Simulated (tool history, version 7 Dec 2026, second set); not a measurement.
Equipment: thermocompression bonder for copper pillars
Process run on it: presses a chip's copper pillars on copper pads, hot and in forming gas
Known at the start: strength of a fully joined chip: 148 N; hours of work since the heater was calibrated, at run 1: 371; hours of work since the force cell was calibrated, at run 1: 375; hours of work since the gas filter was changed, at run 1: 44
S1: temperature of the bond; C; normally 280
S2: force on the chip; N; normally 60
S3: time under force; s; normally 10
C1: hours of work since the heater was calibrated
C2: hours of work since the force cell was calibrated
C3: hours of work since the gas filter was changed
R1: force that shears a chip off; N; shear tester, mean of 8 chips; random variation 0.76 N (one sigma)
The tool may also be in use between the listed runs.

{"run": 1, "day": 0.0, "S1": 280, "S2": 60, "S3": 10, "C1": 371, "C2": 375, "C3": 44, "R1": 93.6}
{"run": 2, "day": 0.85, "S1": 280, "S2": 60, "S3": 10, "C1": 381, "C2": 385, "C3": 54, "R1": 92.1}
{"run": 3, "day": 1.288, "S1": 280, "S2": 60, "S3": 10, "C1": 386, "C2": 390, "C3": 59, "R1": 92.0}
{"run": 4, "day": 1.896, "S1": 280, "S2": 60, "S3": 10, "C1": 393, "C2": 397, "C3": 66, "R1": 91.8}
{"run": 5, "day": 2.554, "S1": 280, "S2": 60, "S3": 10, "C1": 401, "C2": 405, "C3": 74, "R1": 92.3}
{"run": 6, "day": 2.917, "S1": 291, "S2": 60, "S3": 10, "C1": 405, "C2": 409, "C3": 78, "R1": 99.0}
{"run": 7, "day": 3.354, "S1": 291, "S2": 69, "S3": 10, "C1": 410, "C2": 414, "C3": 83, "R1": 106.2}
{"run": 8, "day": 3.846, "S1": 291, "S2": 69, "S3": 10, "C1": 416, "C2": 420, "C3": 89, "R1": 108.4}
{"run": 9, "day": 4.304, "S1": 291, "S2": 46, "S3": 10, "C1": 421, "C2": 425, "C3": 94, "R1": 80.6}
{"day": 4.462, "done": "heater calibrated with a thermocouple chip"}
{"run": 10, "day": 4.862, "S1": 291, "S2": 46, "S3": 10, "C1": 5, "C2": 430, "C3": 99, "R1": 80.9}
{"run": 11, "day": 5.362, "S1": 280, "S2": 44, "S3": 10, "C1": 10, "C2": 436, "C3": 105, "R1": 72.2}
{"run": 12, "day": 6.038, "S1": 280, "S2": 44, "S3": 10, "C1": 18, "C2": 444, "C3": 113, "R1": 71.4}
{"run": 13, "day": 6.754, "S1": 280, "S2": 60, "S3": 12, "C1": 26, "C2": 452, "C3": 121, "R1": 97.1}
{"run": 14, "day": 7.212, "S1": 280, "S2": 60, "S3": 14, "C1": 32, "C2": 458, "C3": 127, "R1": 101.8}
{"day": 7.429, "done": "heater calibrated with a thermocouple chip, once more"}
{"run": 15, "day": 7.75, "S1": 308, "S2": 37, "S3": 10, "C1": 4, "C2": 463, "C3": 132, "R1": 74.3}
{"run": 16, "day": 8.175, "S1": 308, "S2": 37, "S3": 10, "C1": 9, "C2": 468, "C3": 137, "R1": 72.6}
{"run": 17, "day": 8.762, "S1": 280, "S2": 60, "S3": 7, "C1": 15, "C2": 474, "C3": 143, "R1": 80.6}
{"run": 18, "day": 9.508, "S1": 280, "S2": 60, "S3": 12, "C1": 24, "C2": 483, "C3": 152, "R1": 93.9}
{"run": 19, "day": 10.262, "S1": 280, "S2": 60, "S3": 6, "C1": 33, "C2": 492, "C3": 161, "R1": 77.1}
{"run": 20, "day": 10.958, "S1": 280, "S2": 60, "S3": 6, "C1": 41, "C2": 500, "C3": 169, "R1": 76.1}
{"run": 21, "day": 11.554, "S1": 280, "S2": 60, "S3": 6, "C1": 48, "C2": 507, "C3": 176, "R1": 76.1}
{"run": 22, "day": 12.367, "S1": 280, "S2": 60, "S3": 6, "C1": 57, "C2": 516, "C3": 185, "R1": 75.9}
{"run": 23, "day": 13.125, "S1": 253, "S2": 49, "S3": 10, "C1": 66, "C2": 525, "C3": 194, "R1": 59.4}
{"run": 24, "day": 13.525, "S1": 253, "S2": 49, "S3": 10, "C1": 70, "C2": 529, "C3": 198, "R1": 59.9}
{"run": 25, "day": 14.096, "S1": 253, "S2": 49, "S3": 10, "C1": 77, "C2": 536, "C3": 205, "R1": 59.5}

Take each entry between the runs: how does the hidden state at the last listed run before it differ from the hidden state at the first listed run after it?
Runs 9 to 10: heater calibrated with a thermocouple chip (day 4.462)
  true temperature of the bond over the reading, C: 2.5 -> 4.2; oxide that the forming gas leaves, % of the face: 2.13 -> 2.22
  measured less the result without the state, R1: -1.8 -> -0.9 N
Runs 14 to 15: heater calibrated with a thermocouple chip, once more (day 7.429)
  true temperature of the bond over the reading, C: 4.5 -> 0.5; oxide that the forming gas leaves, % of the face: 2.68 -> 2.76
  measured less the result without the state, R1: -1.6 -> -3.5 N

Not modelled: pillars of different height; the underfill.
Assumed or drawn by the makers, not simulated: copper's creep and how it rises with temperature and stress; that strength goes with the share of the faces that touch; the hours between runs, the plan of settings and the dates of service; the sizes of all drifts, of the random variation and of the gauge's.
